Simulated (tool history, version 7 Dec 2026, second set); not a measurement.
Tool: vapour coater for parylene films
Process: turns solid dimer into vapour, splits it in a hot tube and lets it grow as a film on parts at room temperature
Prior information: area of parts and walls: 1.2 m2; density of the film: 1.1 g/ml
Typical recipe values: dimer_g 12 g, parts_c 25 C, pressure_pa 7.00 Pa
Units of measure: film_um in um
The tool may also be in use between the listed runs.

Run 1, day 0.000: usual settings. Result: film_um 5.85 um.
Run 2, day 1.612: usual settings but dimer_g 21 g. Result: film_um 10.24 um.
Run 3, day 3.721: usual settings but dimer_g 21 g. Result: film_um 10.13 um.
Run 4, day 5.333: usual settings but dimer_g 21 g. Result: film_um 10.06 um.
Run 5, day 7.329: usual settings but dimer_g 21 g. Result: film_um 10.10 um.
Run 6, day 9.296: usual settings but dimer_g 17 g. Result: film_um 8.16 um.
Run 7, day 11.000: usual settings but dimer_g 17 g. Result: film_um 8.09 um.
Run 8, day 12.421: usual settings but dimer_g 17 g. Result: film_um 8.04 um.
Run 9, day 13.983: usual settings. Result: film_um 5.68 um.
Run 10, day 15.417: usual settings but dimer_g 13 g, parts_c 23 C, pressure_pa 2.57 Pa. Result: film_um 7.21 um.
Run 11, day 17.042: usual settings but parts_c 26 C. Result: film_um 5.52 um.
Run 12, day 19.925: usual settings but parts_c 26 C, pressure_pa 2.57 Pa. Result: film_um 6.08 um.
Run 13, day 22.154: usual settings but parts_c 26 C, pressure_pa 2.09 Pa. Result: film_um 6.16 um.
Run 14, day 24.062: usual settings but dimer_g 11 g, parts_c 18 C, pressure_pa 3.59 Pa. Result: film_um 6.47 um.
Run 15, day 26.379: usual settings but dimer_g 9 g, parts_c 28 C, pressure_pa 8.04 Pa. Result: film_um 3.81 um.
Run 16, day 27.825: usual settings but dimer_g 15 g, parts_c 28 C, pressure_pa 8.54 Pa. Result: film_um 6.30 um.
Run 17, day 29.800: usual settings but dimer_g 7 g, parts_c 26 C, pressure_pa 5.62 Pa. Result: film_um 3.21 um.
Run 18, day 32.550: usual settings but dimer_g 7 g, parts_c 26 C, pressure_pa 5.62 Pa. Result: film_um 3.22 um.

Alternative continuations, all from the tool just after run 18; predict every row:
At day 32.958: trap's valve overhauled.
Run A, day 34.771: usual settings but pressure_pa 3.89 Pa. Result: film_um ?.
At day 32.958: trap's valve overhauled.
Run B, day 34.771: usual settings but dimer_g 17 g, parts_c 26 C, pressure_pa 2.11 Pa. Result: film_um ?.
At day 32.958: trap's valve overhauled.
Run C, day 34.771: usual settings but dimer_g 10 g, pressure_pa 5.62 Pa. Result: film_um ?.
At day 32.958: trap's valve overhauled.
Run D, day 34.771: usual settings but dimer_g 11 g, parts_c 28 C, pressure_pa 2.60 Pa. Result: film_um ?.
At day 32.958: trap's valve overhauled.
Run E, day 34.771: usual settings but dimer_g 10 g, parts_c 26 C, pressure_pa 7.50 Pa. Result: film_um ?.

run  film_um
  A     6.22
  B     9.17
  C     4.98
  D     5.52
  E     4.73
The same runs, with their run-to-run variation unchanged, on a tool lacking any hidden condition would have given:
run  film_um
  A     6.20
  B     9.14
  C     4.96
  D     5.50
  E     4.72

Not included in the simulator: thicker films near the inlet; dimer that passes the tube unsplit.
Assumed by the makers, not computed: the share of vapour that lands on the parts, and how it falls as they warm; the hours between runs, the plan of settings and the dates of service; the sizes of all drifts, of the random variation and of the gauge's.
